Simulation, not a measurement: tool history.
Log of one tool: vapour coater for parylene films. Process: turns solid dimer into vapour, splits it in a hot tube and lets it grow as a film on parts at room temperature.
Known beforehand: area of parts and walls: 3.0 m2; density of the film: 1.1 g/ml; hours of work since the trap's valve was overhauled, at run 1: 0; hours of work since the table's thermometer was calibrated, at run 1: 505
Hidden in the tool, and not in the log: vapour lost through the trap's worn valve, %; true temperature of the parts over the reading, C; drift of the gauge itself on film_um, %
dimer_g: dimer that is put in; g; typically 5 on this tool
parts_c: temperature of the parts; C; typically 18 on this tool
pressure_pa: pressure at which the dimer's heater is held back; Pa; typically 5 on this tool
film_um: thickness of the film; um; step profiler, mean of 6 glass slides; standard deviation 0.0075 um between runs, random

| run | hour | dimer_g | parts_c | pressure_pa | hours of work since the trap's valve was overhauled | hours of work since the table's thermometer was calibrated | film_um |
|---|---|---|---|---|---|---|---|
| 1 | 0 | 5 | 18 | 5 | 0 | 505 | 0.875 |
| 2 | 13.5 | 5 | 18 | 5 | 12 | 516 | 0.866 |
| 3 | 22.2 | 5 | 18 | 5 | 19 | 524 | 0.873 |
| 4 | 36.5 | 5 | 18 | 5 | 32 | 537 | 0.874 |
| 5 | 44.3 | 5 | 13 | 5 | 39 | 543 | 1.035 |
| 6 | 61.3 | 5 | 13 | 5 | 54 | 558 | 1.031 |
| 7 | 72.6 | 5 | 13 | 5 | 64 | 568 | 1.023 |
| 8 | 88.1 | 5 | 13 | 5 | 77 | 582 | 1.004 |

What does the tool deliver on the next run?
| 9 | 98.4 | 5 | 12 | 2.7 | 86 | 591 | ? |

film_um: 1.118 um
With the hidden condition absent and the run-to-run variation left alone, this run would have shown film_um 1.158 um.

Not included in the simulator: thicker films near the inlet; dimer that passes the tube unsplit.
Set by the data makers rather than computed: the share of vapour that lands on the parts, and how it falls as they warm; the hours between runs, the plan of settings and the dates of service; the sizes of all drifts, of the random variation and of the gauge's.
